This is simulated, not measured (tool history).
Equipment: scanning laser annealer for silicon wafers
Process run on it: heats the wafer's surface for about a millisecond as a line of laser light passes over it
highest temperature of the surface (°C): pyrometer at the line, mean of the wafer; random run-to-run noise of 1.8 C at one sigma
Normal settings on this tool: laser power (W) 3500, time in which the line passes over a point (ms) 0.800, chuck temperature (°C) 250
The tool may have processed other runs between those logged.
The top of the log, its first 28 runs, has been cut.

run     day  laser power (W)  time in which the line passes over a point (ms)  chuck temperature (°C)  highest temperature of the surface (°C)
 29  29.283             3500                                            0.845                     250                                      982
 30  30.438             3500                                            0.800                     269                                      977
 31  31.558             3500                                            0.800                     224                                      932
 32  32.258             3500                                            0.584                     243                                      839
 33  32.983             3671                                            0.800                     251                                      997
 34  33.929             3671                                            0.800                     251                                      990
 35  34.862             3758                                            0.702                     212                                      920
 36  35.658             3712                                            0.893                     216                                     1008
 37  36.729             3393                                            0.643                     226                                      822
 38  37.700             3015                                            0.643                     252                                      768
 39  38.371             3492                                            0.590                     222                                      806
 40  39.717             3500                                            0.800                     264                                      953

Alternative continuations, all from the tool just after run 40; predict every row:
  A  40.329             3824                                            0.607                     250                                        ?
  B  40.329             2996                                            0.800                     250                                        ?
  C  40.329             3050                                            0.800                     250                                        ?
  D  40.329             3422                                            0.823                     232                                        ?

run  highest temperature of the surface (°C)
  A                                      906
  B                                      821
  C                                      829
  D                                      913
Without the tool's hidden state the same runs would have given:
run  highest temperature of the surface (°C)
  A                                      945
  B                                      855
  C                                      864
  D                                      953
